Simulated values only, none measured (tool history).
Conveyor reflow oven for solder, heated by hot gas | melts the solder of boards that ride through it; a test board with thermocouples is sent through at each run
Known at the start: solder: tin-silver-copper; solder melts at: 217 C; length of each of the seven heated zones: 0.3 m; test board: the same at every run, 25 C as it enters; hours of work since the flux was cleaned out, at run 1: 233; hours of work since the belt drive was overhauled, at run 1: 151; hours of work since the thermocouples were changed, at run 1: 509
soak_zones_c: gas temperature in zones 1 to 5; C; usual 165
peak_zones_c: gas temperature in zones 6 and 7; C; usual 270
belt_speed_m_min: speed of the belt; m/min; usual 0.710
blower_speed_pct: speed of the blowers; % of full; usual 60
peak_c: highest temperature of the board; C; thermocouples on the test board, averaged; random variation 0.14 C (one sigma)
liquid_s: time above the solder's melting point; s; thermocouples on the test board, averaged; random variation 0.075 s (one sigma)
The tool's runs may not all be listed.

run   hour  soak_zones_c  peak_zones_c  belt_speed_m_min  blower_speed_pct  hours of work since the flux was cleaned out  hours of work since the belt drive was overhauled  hours of work since the thermocouples were changed  peak_c  liquid_s
  1    0.0           165           270             0.710                60                                           233                                                151                                                 509   248.0     32.86
  2   10.4           165           270             0.710                60                                           238                                                156                                                 514   247.9     32.85
  3   16.5           165           270             0.710                60                                           241                                                159                                                 516   247.9     32.78
  4   25.6           165           270             0.710                60                                           245                                                163                                                 521   248.0     32.89
  5   31.7           165           270             0.710                60                                           248                                                166                                                 523   248.0     32.99
  6   38.8           176           270             0.710                60                                           251                                                169                                                 527   250.2     36.63
  7   50.2           176           270             0.710                60                                           256                                                175                                                 532   250.3     36.48
  8   55.1           176           270             0.710                60                                           259                                                177                                                 534   250.1     36.73
  9   66.9           176           270             0.710                60                                           264                                                183                                                 540   250.4     36.63
 10   75.7           164           270             0.710                60                                           268                                                187                                                 544   247.7     32.56
 11   84.2           164           270             0.710                60                                           272                                                191                                                 548   247.4     32.56
 12   96.2           164           270             0.710                60                                           278                                                196                                                 553   247.5     32.61
 13  107.4           164           270             0.710                60                                           283                                                201                                                 559   247.7     32.30
 14  115.9           164           270             0.710                60                                           287                                                205                                                 563   247.8     32.30
 15  126.5           165           270             0.710                60                                           292                                                210                                                 568   247.7     32.82
 16  134.5           170           270             0.710                60                                           296                                                214                                                 571   248.8     34.51
 17  143.5           165           270             0.761                60                                           300                                                218                                                 576   244.8     28.51
 18  149.3           177           272             0.765                64                                           303                                                221                                                 578   250.9     34.44
 19  154.6           176           280             0.591                64                                           305                                                223                                                 581   266.3     53.13
 20  166.6           160           270             0.710                60                                           311                                                229                                                 586   246.4     31.22
 21  178.7           155           270             0.773                60                                           316                                                235                                                 592   241.8     24.36
 22  185.8           161           270             0.710                88                                           320                                                238                                                 595   256.0     37.68
 23  193.5           159           262             0.815                74                                           323                                                241                                                 599   240.0     23.35
 24  202.7           159           262             0.815                74                                           327                                                246                                                 603   239.8     23.38
 25  212.5           165           270             0.745                72                                           332                                                250                                                 608   250.5     33.17
 26  223.2           151           274             0.605                60                                           337                                                255                                                 613   255.1     40.73
 27  235.3           155           282             0.791                70                                           343                                                261                                                 618   255.0     31.14
 28  243.4           155           282             0.791                70                                           346                                                265                                                 622   255.5     31.12
 29  251.8           164           269             0.791                87                                           350                                                269                                                 626   252.0     31.89
 30  260.2           164           269             0.791                87                                           354                                                272                                                 630   251.9     31.98

Hidden state or all else? Some run-to-run changes of peak_c, split into what the settings, what came in and random variation would give without the hidden state, and what is left for the hidden state (with any gauge scatter that isn't in both results):
The hidden state here: heat that the gas passes to the board, % of a clean oven's; belt's true speed, % of the reading; true gas temperature in zones 6 and 7 over the reading, C; drift of the gauge itself on peak_c, C; drift of the gauge itself on liquid_s, %.
Run 18 -> 19: soak_zones_c 177 -> 176, peak_zones_c 272 -> 280, belt_speed_m_min 0.765 -> 0.591. peak_c +15.4 C: hidden state +0.3, all else +15.1.
Run 19 -> 20: soak_zones_c 176 -> 160, peak_zones_c 280 -> 270, belt_speed_m_min 0.591 -> 0.710, blower_speed_pct 64 -> 60. peak_c -19.9 C: hidden state -0.3, all else -19.6.
Run 22 -> 23: soak_zones_c 161 -> 159, peak_zones_c 270 -> 262, belt_speed_m_min 0.710 -> 0.815, blower_speed_pct 88 -> 74. peak_c -16.0 C: hidden state -0.2, all else -15.8.
Run 26 -> 27: soak_zones_c 151 -> 155, peak_zones_c 274 -> 282, belt_speed_m_min 0.605 -> 0.791, blower_speed_pct 60 -> 70. peak_c -0.1 C: hidden state -0.5, all else +0.4.
